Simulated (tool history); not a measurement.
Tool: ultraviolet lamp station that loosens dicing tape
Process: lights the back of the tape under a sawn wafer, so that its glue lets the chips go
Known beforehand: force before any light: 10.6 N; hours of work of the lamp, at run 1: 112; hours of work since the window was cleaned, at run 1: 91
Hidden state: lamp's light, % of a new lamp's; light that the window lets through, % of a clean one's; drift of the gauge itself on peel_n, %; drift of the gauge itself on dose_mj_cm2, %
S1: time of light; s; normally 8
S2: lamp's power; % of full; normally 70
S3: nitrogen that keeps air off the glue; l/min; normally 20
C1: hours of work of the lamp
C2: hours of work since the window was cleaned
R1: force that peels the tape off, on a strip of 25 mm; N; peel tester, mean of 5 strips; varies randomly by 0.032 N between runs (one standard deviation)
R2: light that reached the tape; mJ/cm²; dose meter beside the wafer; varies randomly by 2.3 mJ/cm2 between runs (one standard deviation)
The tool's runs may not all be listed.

run    day  S1  S2  S3   C1   C2     R1   R2
  1      0   8  70  20  112   91  1.628  211
  2  0.462   8  70  20  119   98  1.617  211
  3  1.033  15  70  20  128  107  0.418  397
  4  1.783  15  70  20  140  118  0.428  391
  5  2.129   8  72  20  145  123  1.496  217
  6  2.729   8  72  20  154  133  1.547  217
  7  3.446   8  70  20  165  144  1.592  208
  8  4.204   8  70  20  177  155  1.647  211
  9    4.8   8  70  20  186  164  1.636  212
 10  5.112  13  70  20  190  169  0.616  338
 11  5.646  13  70  20  199  177  0.595  346
 12      6  15  65   7  204  183  1.312  367
 13  6.338  15  65   7  209  188  1.251  366
 14  6.758  15  65   7  216  194  1.306  364
 15  7.508  11  84   9  227  206  1.162  348
 16  8.004  11  84   9  235  213  1.171  347
 17   8.35  11  84   9  240  218  1.172  345
 18  8.838  11  84   9  247  226  1.131  345
 19  9.579  11  91   7  259  237  1.222  374

Alternative continuations, all from the tool just after run 19; predict every row:
  A  10.308  11  65   7  270  248   ?   ?
  B  10.308   8  63  20  270  248   ?   ?
  C  10.308  11  90   7  270  248   ?   ?

run     R1   R2
  A  2.232  266
  B  1.958  187
  C   1.26  370
The same runs, with their run-to-run variation unchanged, on a tool lacking any hidden condition would have given:
run     R1   R2
  A  2.229  267
  B  1.955  187
  C  1.258  371

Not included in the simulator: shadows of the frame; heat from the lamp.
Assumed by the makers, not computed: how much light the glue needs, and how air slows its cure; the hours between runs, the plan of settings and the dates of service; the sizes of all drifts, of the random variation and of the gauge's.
